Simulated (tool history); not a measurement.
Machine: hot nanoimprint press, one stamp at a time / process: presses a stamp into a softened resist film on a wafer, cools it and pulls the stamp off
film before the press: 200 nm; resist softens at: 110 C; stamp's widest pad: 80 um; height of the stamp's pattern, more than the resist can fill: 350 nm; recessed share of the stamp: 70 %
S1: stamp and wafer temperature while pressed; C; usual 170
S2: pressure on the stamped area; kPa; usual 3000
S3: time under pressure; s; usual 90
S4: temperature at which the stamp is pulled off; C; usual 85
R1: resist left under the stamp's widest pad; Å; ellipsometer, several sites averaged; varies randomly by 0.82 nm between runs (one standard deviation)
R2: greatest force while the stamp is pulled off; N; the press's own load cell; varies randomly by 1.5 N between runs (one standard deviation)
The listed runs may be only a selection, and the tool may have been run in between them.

run 1 hour=0 | S1=170 S2=3000 S3=90 S4=85 | R1=1108 R2=109
run 2 hour=23.3 | S1=170 S2=3000 S3=90 S4=85 | R1=1114 R2=111
-- hour=44.1 stamp cleaned and given a new release coat
run 3 hour=71.6 | S1=170 S2=3000 S3=45 S4=85 | R1=1375 R2=101
run 4 hour=106.1 | S1=170 S2=3000 S3=45 S4=85 | R1=1372 R2=99
run 5 hour=130.2 | S1=170 S2=3000 S3=45 S4=85 | R1=1386 R2=102
run 6 hour=177.1 | S1=170 S2=3000 S3=90 S4=85 | R1=1129 R2=102
-- hour=189.3 plate thermocouple calibrated
run 7 hour=204.5 | S1=170 S2=1940 S3=90 S4=85 | R1=1286 R2=102
run 8 hour=235.8 | S1=181 S2=3000 S3=90 S4=85 | R1=696 R2=100
run 9 hour=263.1 | S1=172 S2=3320 S3=62 S4=85 | R1=1123 R2=100
run 10 hour=307.5 | S1=170 S2=1930 S3=98 S4=82 | R1=1273 R2=105
run 11 hour=339.7 | S1=180 S2=3720 S3=66 S4=86 | R1=748 R2=100
run 12 hour=376.8 | S1=180 S2=3720 S3=66 S4=86 | R1=753 R2=100
run 13 hour=409.1 | S1=170 S2=3200 S3=78 S4=85 | R1=1151 R2=104
run 14 hour=453.7 | S1=166 S2=3200 S3=51 S4=85 | R1=1491 R2=107
run 15 hour=504.9 | S1=179 S2=3200 S3=51 S4=85 | R1=933 R2=105

5 options for the next run, each taken on its own from the tool as it stands now. Forecast them:
run A hour=541.9 | S1=170 S2=2380 S3=91 S4=76 | R1=? R2=?
run B hour=541.9 | S1=179 S2=3930 S3=51 S4=85 | R1=? R2=?
run C hour=541.9 | S1=158 S2=3000 S3=127 S4=91 | R1=? R2=?
run D hour=541.9 | S1=178 S2=3000 S3=90 S4=85 | R1=? R2=?
run E hour=541.9 | S1=170 S2=2590 S3=76 S4=85 | R1=? R2=?

run=A R1=1214 R2=124
run=B R1=847 R2=104
run=C R1=1575 R2=98
run=D R1=805 R2=105
run=E R1=1239 R2=105
The same runs, with their run-to-run variation unchanged, on a tool lacking any hidden condition would have given:
run=A R1=1180 R2=115
run=B R1=805 R2=97
run=C R1=1540 R2=91
run=D R1=772 R2=98
run=E R1=1203 R2=97
